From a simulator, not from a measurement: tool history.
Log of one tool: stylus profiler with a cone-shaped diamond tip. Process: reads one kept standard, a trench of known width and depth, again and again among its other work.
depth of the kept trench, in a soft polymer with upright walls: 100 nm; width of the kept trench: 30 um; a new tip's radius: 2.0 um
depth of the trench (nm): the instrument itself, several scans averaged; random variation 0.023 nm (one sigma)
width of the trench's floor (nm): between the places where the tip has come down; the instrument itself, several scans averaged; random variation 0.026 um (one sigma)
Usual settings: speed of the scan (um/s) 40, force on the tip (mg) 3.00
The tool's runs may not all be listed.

run	hour	speed of the scan (um/s)	force on the tip (mg)	depth of the trench (nm)	width of the trench's floor (nm)
1	0.0	40	3.00	100.77	28560
2	18.6	40	3.00	100.81	28550
3	38.4	40	3.00	100.76	28500
4	59.6	18	3.00	100.75	28620
5	78.5	18	3.00	100.78	28660
6	100.7	107	3.00	100.74	28350
7	119.4	107	3.00	100.80	28320
8	140.3	40	3.00	100.78	28570
9	150.4	40	3.00	100.77	28530
10	172.3	105	1.40	100.45	28130
11	194.7	105	1.40	100.44	28100
12	212.8	62	5.77	101.21	28550
13	235.7	11	2.82	100.74	28710
14	248.8	12	2.79	100.67	28650
15	262.5	12	2.79	100.74	28630
16	274.7	12	2.79	100.72	28700
17	293.9	25	3.00	100.69	28630

Forecast each of these 4 alternatives for the next run:
A	309.5	40	2.89	?	?
B	309.5	150	2.47	?	?
C	309.5	40	2.22	?	?
D	309.5	20	3.00	?	?

run	depth of the trench (nm)	width of the trench's floor (nm)
A	100.72	28580
B	100.62	28070
C	100.58	28560
D	100.72	28650
Without the tool's hidden state the same runs would have given:
run	depth of the trench (nm)	width of the trench's floor (nm)
A	100.82	28610
B	100.72	28100
C	100.68	28580
D	100.82	28680
